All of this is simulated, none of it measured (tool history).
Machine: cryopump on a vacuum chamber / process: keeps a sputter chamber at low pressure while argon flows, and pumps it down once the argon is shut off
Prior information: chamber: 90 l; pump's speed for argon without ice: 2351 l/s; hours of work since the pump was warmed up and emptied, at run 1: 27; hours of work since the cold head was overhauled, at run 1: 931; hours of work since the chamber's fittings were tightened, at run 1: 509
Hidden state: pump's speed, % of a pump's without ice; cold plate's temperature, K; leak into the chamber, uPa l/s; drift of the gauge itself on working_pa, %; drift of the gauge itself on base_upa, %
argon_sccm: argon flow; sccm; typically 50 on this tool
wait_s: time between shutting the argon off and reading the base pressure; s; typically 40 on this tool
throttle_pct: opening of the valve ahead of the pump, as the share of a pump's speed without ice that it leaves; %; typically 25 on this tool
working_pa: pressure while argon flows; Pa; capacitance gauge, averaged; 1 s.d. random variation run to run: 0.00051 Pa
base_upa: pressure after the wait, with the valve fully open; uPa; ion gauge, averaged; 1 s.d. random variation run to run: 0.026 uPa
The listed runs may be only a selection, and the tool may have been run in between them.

run     day  argon_sccm  wait_s  throttle_pct  hours of work since the pump was warmed up and emptied  hours of work since the cold head was overhauled  hours of work since the chamber's fittings were tightened  working_pa  base_upa
  1       0          50      40            25                                                      27                                               931                                                        509      0.1449      1.63
  2   1.408          50      40            25                                                      49                                               953                                                        531      0.1455      1.58
  3   3.912          50      40            25                                                      88                                               992                                                        570      0.1439      1.65
  4   6.129          50      40            25                                                     122                                              1026                                                        604      0.1452       1.7
  5   8.129          50      40            16                                                     153                                              1057                                                        635      0.2265      1.78
  6  10.171          50      50            25                                                     185                                              1088                                                        667      0.1454      1.55
  7  11.762          50      40            25                                                     209                                              1113                                                        691      0.1451      1.79
  8  14.338          50      40            25                                                     249                                              1153                                                        731      0.1464       1.9
  9  16.296          99      40            25                                                     279                                              1183                                                        762      0.2888      1.86
 10  17.525          23      40            25                                                     298                                              1202                                                        781      0.0675      1.82
 11  18.871          50      68            25                                                     319                                              1223                                                        801       0.146      1.51
 12  20.371          50      40            25                                                     343                                              1246                                                        825      0.1461      1.97
 13  22.867          50      40            25                                                     381                                              1285                                                        863      0.1467      1.89
 14  24.829          50      40            25                                                     412                                              1316                                                        894      0.1478      1.99
 15  27.421          50      40            25                                                     452                                              1356                                                        934      0.1476      2.09
 16  29.333          50      40            25                                                     481                                              1385                                                        964      0.1469      2.08
 17  30.675          77      74            25                                                     502                                              1406                                                        984      0.2267      1.62
 18  32.233          77      74            39                                                     526                                              1430                                                       1008      0.1475      1.66
 19  33.783          50     174            25                                                     550                                              1454                                                       1032      0.1477      1.45
 20  35.996          50      94            58                                                     585                                              1489                                                       1067      0.0668      1.58
 21  37.908          50      40            38                                                     614                                              1518                                                       1096      0.0986       2.2
 22  39.229          84      22            46                                                     635                                              1539                                                       1117      0.1383      3.03
 23  41.346          50      22            25                                                     668                                              1571                                                       1150       0.149      3.14
 24  43.054          50      22            25                                                     694                                              1598                                                       1176      0.1488      3.08
 25  44.688          50      22            25                                                     719                                              1623                                                       1201      0.1484      3.24
 26   45.85          88      40            19                                                     737                                              1641                                                       1219      0.3416      2.37
 27  47.625          29      73            28                                                     765                                              1669                                                       1247      0.0771      1.93
 28  48.692          29      73            28                                                     781                                              1685                                                       1263      0.0768      1.98
 29   51.05          27      40            25                                                     818                                              1722                                                       1300      0.0802      2.46

Below, each run's measurement less what the same run would have read without the hidden state. Both values contain the same run-to-run variation, but the gauge's scatter may not be the same in both:
run  working_pa  base_upa
  1     +0.0005      +0.5
  2     +0.0007     +0.51
  3     +0.0009     +0.55
  4     +0.0011     +0.59
  5     +0.0012     +0.62
  6     +0.0014     +0.65
  7     +0.0016     +0.68
  8     +0.0018     +0.74
  9     +0.0039     +0.74
 10     +0.0009     +0.75
 11     +0.0022     +0.79
 12     +0.0024     +0.83
 13     +0.0026     +0.84
 14     +0.0027     +0.87
 15      +0.003     +0.94
 16     +0.0032     +0.97
 17     +0.0051     +0.97
 18     +0.0054     +1.01
 19     +0.0036     +1.09
 20     +0.0039     +1.07
 21      +0.004     +1.11
 22      +0.007     +1.12
 23     +0.0045     +1.19
 24     +0.0046      +1.2
 25     +0.0047     +1.26
 26     +0.0086     +1.25
 27     +0.0029     +1.27
 28      +0.003     +1.31
 29     +0.0029     +1.36
